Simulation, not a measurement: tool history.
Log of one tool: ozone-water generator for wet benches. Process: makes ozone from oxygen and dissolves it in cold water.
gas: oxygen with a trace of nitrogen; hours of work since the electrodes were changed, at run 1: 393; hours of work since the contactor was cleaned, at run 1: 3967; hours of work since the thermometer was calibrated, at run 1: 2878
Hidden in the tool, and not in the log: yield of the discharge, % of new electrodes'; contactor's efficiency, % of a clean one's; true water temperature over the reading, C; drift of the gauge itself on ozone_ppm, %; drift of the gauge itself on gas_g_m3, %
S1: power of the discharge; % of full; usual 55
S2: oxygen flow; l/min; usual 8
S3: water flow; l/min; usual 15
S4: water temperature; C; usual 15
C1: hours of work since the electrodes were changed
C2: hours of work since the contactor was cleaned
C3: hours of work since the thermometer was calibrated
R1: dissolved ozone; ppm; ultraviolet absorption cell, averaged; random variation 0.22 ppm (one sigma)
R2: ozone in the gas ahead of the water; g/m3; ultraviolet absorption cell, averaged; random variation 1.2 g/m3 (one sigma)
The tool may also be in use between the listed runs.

| run | hour | S1 | S2 | S3 | S4 | C1 | C2 | C3 | R1 | R2 |
|---|---|---|---|---|---|---|---|---|---|---|
| 1 | 0 | 55 | 8 | 15 | 15 | 393 | 3967 | 2878 | 32.2 | 228.4 |
| 2 | 76.4 | 55 | 4.35 | 15 | 15 | 464 | 4038 | 2950 | 33.7 | 315.2 |
| 3 | 133.5 | 55 | 4.35 | 15 | 15 | 518 | 4092 | 3003 | 33.6 | 313.7 |
| 4 | 227.7 | 55 | 4.35 | 15 | 15 | 606 | 4180 | 3092 | 34 | 316.8 |
| 5 | 295.3 | 55 | 4.35 | 15 | 15 | 669 | 4243 | 3155 | 33.2 | 316.7 |
| 6 | 352.8 | 55 | 4.35 | 15 | 15 | 723 | 4297 | 3209 | 33.8 | 311.8 |
| 7 | 399.6 | 55 | 8 | 15 | 15 | 767 | 4341 | 3253 | 32.2 | 224.4 |
| 8 | 446.5 | 55 | 8 | 15 | 15 | 811 | 4385 | 3297 | 32.5 | 225.3 |
| 9 | 530.4 | 55 | 8 | 15 | 15 | 889 | 4463 | 3375 | 32.2 | 224.7 |
| 10 | 623.8 | 44 | 8 | 15 | 15 | 977 | 4551 | 3463 | 27.5 | 193.1 |
| 11 | 725.9 | 44 | 8 | 15 | 15 | 1072 | 4646 | 3558 | 27.9 | 193.8 |
| 12 | 798.3 | 55 | 13.9 | 15 | 15 | 1140 | 4714 | 3626 | 28.5 | 166.6 |
| 13 | 907.9 | 55 | 4.31 | 15 | 15 | 1243 | 4817 | 3729 | 33.1 | 317 |
| 14 | 953.4 | 55 | 4.31 | 15 | 15 | 1286 | 4860 | 3771 | 33.1 | 313.6 |
| 15 | 1029.4 | 49 | 4.31 | 15 | 15 | 1357 | 4931 | 3842 | 30.6 | 290.2 |
| 16 | 1125.6 | 49 | 4.31 | 15 | 15 | 1447 | 5021 | 3933 | 30.6 | 290.4 |
| 17 | 1201.1 | 55 | 8 | 15 | 15 | 1517 | 5092 | 4003 | 31.4 | 225.8 |
| 18 | 1246.4 | 40 | 8 | 15 | 8 | 1560 | 5134 | 4046 | 29.5 | 182.6 |
| 19 | 1325.6 | 40 | 8.68 | 15 | 22 | 1634 | 5208 | 4120 | 22.2 | 177 |
| 20 | 1382.6 | 57 | 8 | 15 | 18 | 1687 | 5261 | 4173 | 30.4 | 228.6 |
| 21 | 1429.1 | 94 | 8 | 15 | 9 | 1731 | 5305 | 4217 | 50.1 | 317 |
| 22 | 1487.2 | 49 | 9.89 | 15 | 9 | 1785 | 5359 | 4271 | 32.2 | 185.4 |
| 23 | 1539.3 | 49 | 9.89 | 17 | 13 | 1834 | 5408 | 4320 | 27.7 | 184.7 |
| 24 | 1607.3 | 44 | 8.22 | 13 | 8 | 1898 | 5472 | 4384 | 34.3 | 191.5 |
| 25 | 1657.5 | 44 | 8.22 | 13 | 8 | 1945 | 5519 | 4431 | 34 | 191.6 |
| 26 | 1762.2 | 40 | 10.49 | 15 | 15 | 2043 | 5617 | 4529 | 24.7 | 158.2 |
|  | 1849.3 | water thermometer calibrated |
| 27 | 1869.8 | 51 | 8 | 15 | 10 | 2143 | 5717 | 19 | 33.1 | 210.9 |
| 28 | 1972.9 | 51 | 8 | 15 | 10 | 2240 | 5814 | 116 | 32.9 | 210.7 |
| 29 | 2060.3 | 62 | 8 | 18 | 10 | 2322 | 5896 | 198 | 32.9 | 241.4 |
| 30 | 2115.8 | 62 | 8 | 18 | 10 | 2374 | 5948 | 250 | 32.9 | 240.5 |
| 31 | 2200.7 | 62 | 11.31 | 18 | 10 | 2453 | 6027 | 329 | 32 | 199.7 |
| 32 | 2300.7 | 53 | 11.31 | 18 | 10 | 2547 | 6121 | 423 | 28.6 | 179.8 |
| 33 | 2374.1 | 97 | 10.78 | 22 | 16 | 2616 | 6190 | 491 | 32.9 | 269.2 |

Forecast each of these 4 alternatives for the next run:
| A | 2454.3 | 55 | 12.48 | 10 | 15 | 2691 | 6265 | 567 | ? | ? |
| B | 2454.3 | 97 | 6.33 | 22 | 16 | 2691 | 6265 | 567 | ? | ? |
| C | 2454.3 | 97 | 5.51 | 22 | 16 | 2691 | 6265 | 567 | ? | ? |
| D | 2454.3 | 55 | 12.73 | 22 | 16 | 2691 | 6265 | 567 | ? | ? |

| run | R1 | R2 |
|---|---|---|
| A | 35.2 | 174.6 |
| B | 34.5 | 359.1 |
| C | 34.2 | 388.2 |
| D | 22.4 | 172.1 |
Without the tool's hidden state the same runs would have given:
| run | R1 | R2 |
|---|---|---|
| A | 37.2 | 179.2 |
| B | 37.1 | 372.9 |
| C | 36.8 | 403 |
| D | 23.9 | 176.6 |
